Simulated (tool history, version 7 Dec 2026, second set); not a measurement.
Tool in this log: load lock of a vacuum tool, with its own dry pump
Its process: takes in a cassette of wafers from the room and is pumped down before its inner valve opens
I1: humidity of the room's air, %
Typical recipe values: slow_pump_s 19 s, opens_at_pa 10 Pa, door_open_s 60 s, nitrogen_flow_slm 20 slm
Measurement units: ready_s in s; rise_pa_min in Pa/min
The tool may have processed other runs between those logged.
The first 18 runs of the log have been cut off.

{"run": 19, "hour": 3601.6, "slow_pump_s": 14, "opens_at_pa": 10, "door_open_s": 60, "nitrogen_flow_slm": 20, "I1": 44.6, "ready_s": 24.7, "rise_pa_min": 0.152}
{"run": 20, "hour": 3884.3, "slow_pump_s": 14, "opens_at_pa": 10, "door_open_s": 60, "nitrogen_flow_slm": 20, "I1": 46.3, "ready_s": 24.85, "rise_pa_min": 0.16}
{"run": 21, "hour": 4063.4, "slow_pump_s": 14, "opens_at_pa": 12, "door_open_s": 60, "nitrogen_flow_slm": 20, "I1": 46.8, "ready_s": 24.36, "rise_pa_min": 0.165}
{"run": 22, "hour": 4199.1, "slow_pump_s": 14, "opens_at_pa": 12, "door_open_s": 60, "nitrogen_flow_slm": 20, "I1": 43.8, "ready_s": 24.57, "rise_pa_min": 0.166}
{"run": 23, "hour": 4445.5, "slow_pump_s": 14, "opens_at_pa": 12, "door_open_s": 60, "nitrogen_flow_slm": 20, "I1": 42.7, "ready_s": 24.57, "rise_pa_min": 0.162}
{"run": 24, "hour": 4662.5, "slow_pump_s": 25, "opens_at_pa": 12, "door_open_s": 121, "nitrogen_flow_slm": 20, "I1": 46.7, "ready_s": 34.57, "rise_pa_min": 0.18}
{"run": 25, "hour": 4810.0, "slow_pump_s": 19, "opens_at_pa": 9, "door_open_s": 231, "nitrogen_flow_slm": 20, "I1": 47.9, "ready_s": 29.54, "rise_pa_min": 0.2}
{"run": 26, "hour": 5051.2, "slow_pump_s": 19, "opens_at_pa": 10, "door_open_s": 90, "nitrogen_flow_slm": 29, "I1": 43.7, "ready_s": 29.37, "rise_pa_min": 0.173}
{"run": 27, "hour": 5302.7, "slow_pump_s": 19, "opens_at_pa": 10, "door_open_s": 90, "nitrogen_flow_slm": 29, "I1": 43.7, "ready_s": 29.51, "rise_pa_min": 0.186}
{"run": 28, "hour": 5427.3, "slow_pump_s": 16, "opens_at_pa": 10, "door_open_s": 38, "nitrogen_flow_slm": 4, "I1": 46.1, "ready_s": 26.71, "rise_pa_min": 0.188}
{"run": 29, "hour": 5567.9, "slow_pump_s": 16, "opens_at_pa": 10, "door_open_s": 38, "nitrogen_flow_slm": 4, "I1": 44.2, "ready_s": 26.99, "rise_pa_min": 0.197}
{"run": 30, "hour": 5838.3, "slow_pump_s": 16, "opens_at_pa": 10, "door_open_s": 38, "nitrogen_flow_slm": 4, "I1": 43.3, "ready_s": 26.91, "rise_pa_min": 0.2}
{"run": 31, "hour": 6032.1, "slow_pump_s": 27, "opens_at_pa": 7, "door_open_s": 60, "nitrogen_flow_slm": 7, "I1": 47.7, "ready_s": 36.99, "rise_pa_min": 0.205}
{"run": 32, "hour": 6292.1, "slow_pump_s": 30, "opens_at_pa": 11, "door_open_s": 119, "nitrogen_flow_slm": 5, "I1": 43.6, "ready_s": 38.94, "rise_pa_min": 0.228}
{"run": 33, "hour": 6576.5, "slow_pump_s": 30, "opens_at_pa": 11, "door_open_s": 119, "nitrogen_flow_slm": 5, "I1": 46.6, "ready_s": 39.21, "rise_pa_min": 0.235}
{"run": 34, "hour": 6741.0, "slow_pump_s": 30, "opens_at_pa": 11, "door_open_s": 119, "nitrogen_flow_slm": 5, "I1": 43.9, "ready_s": 39.36, "rise_pa_min": 0.234}
{"run": 35, "hour": 6934.2, "slow_pump_s": 19, "opens_at_pa": 9, "door_open_s": 60, "nitrogen_flow_slm": 10, "I1": 46.7, "ready_s": 29.78, "rise_pa_min": 0.208}
{"run": 36, "hour": 7155.3, "slow_pump_s": 20, "opens_at_pa": 9, "door_open_s": 60, "nitrogen_flow_slm": 20, "I1": 43.3, "ready_s": 30.76, "rise_pa_min": 0.209}

3 ways to go on from here, each from the tool as it stands after run 36. What would each give?
{"run": "A", "hour": 7369.0, "slow_pump_s": 12, "opens_at_pa": 10, "door_open_s": 60, "nitrogen_flow_slm": 12, "I1": 43.5, "ready_s": "?", "rise_pa_min": "?"}
{"run": "B", "hour": 7369.0, "slow_pump_s": 18, "opens_at_pa": 9, "door_open_s": 60, "nitrogen_flow_slm": 14, "I1": 41.2, "ready_s": "?", "rise_pa_min": "?"}
{"run": "C", "hour": 7369.0, "slow_pump_s": 10, "opens_at_pa": 9, "door_open_s": 60, "nitrogen_flow_slm": 20, "I1": 43.7, "ready_s": "?", "rise_pa_min": "?"}

run=A ready_s=23.65 rise_pa_min=0.218
run=B ready_s=29.13 rise_pa_min=0.225
run=C ready_s=22.00 rise_pa_min=0.214
The same runs, with their run-to-run variation unchanged, on a tool lacking any hidden condition would have given:
run=A ready_s=21.99 rise_pa_min=0.020
run=B ready_s=27.51 rise_pa_min=0.030
run=C ready_s=20.25 rise_pa_min=0.020

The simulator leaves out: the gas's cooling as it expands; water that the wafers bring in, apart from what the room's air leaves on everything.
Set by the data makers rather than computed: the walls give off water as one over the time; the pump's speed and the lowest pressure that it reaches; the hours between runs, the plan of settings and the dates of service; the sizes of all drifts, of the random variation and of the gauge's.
